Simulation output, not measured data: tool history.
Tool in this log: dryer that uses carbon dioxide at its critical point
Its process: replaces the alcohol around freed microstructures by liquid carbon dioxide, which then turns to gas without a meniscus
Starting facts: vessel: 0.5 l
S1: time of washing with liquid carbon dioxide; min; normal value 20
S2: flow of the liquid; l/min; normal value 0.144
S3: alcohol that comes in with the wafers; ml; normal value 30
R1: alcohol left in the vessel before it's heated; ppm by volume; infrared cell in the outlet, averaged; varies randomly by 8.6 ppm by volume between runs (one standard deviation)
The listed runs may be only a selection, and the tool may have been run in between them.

run,hour,S1,S2,S3,R1
1,0.0,20,0.144,30,578
2,6.6,20,0.144,30,578
3,12.9,20,0.109,30,1796
4,26.2,20,0.109,30,1835
5,32.2,20,0.118,30,1397
6,37.8,20,0.118,30,1381
7,44.8,20,0.118,30,1403
8,57.6,20,0.118,30,1435
9,64.1,25,0.144,30,257
10,71.5,16,0.144,31,1516
11,77.5,15,0.124,57,5827
12,89.3,15,0.124,57,5877
13,99.2,20,0.124,57,2263

Here are 4 independent what-if runs from the current tool condition. What would each one return?
A,108.9,15,0.124,53,?
B,108.9,15,0.228,89,?
C,108.9,20,0.094,57,?
D,108.9,21,0.214,29,?

run,R1
A,5547
B,726
C,6197
D,131
Take away the tool's hidden state, keep each run's random variation, and the runs would have read:
run,R1
A,4679
B,465
C,5242
D,16
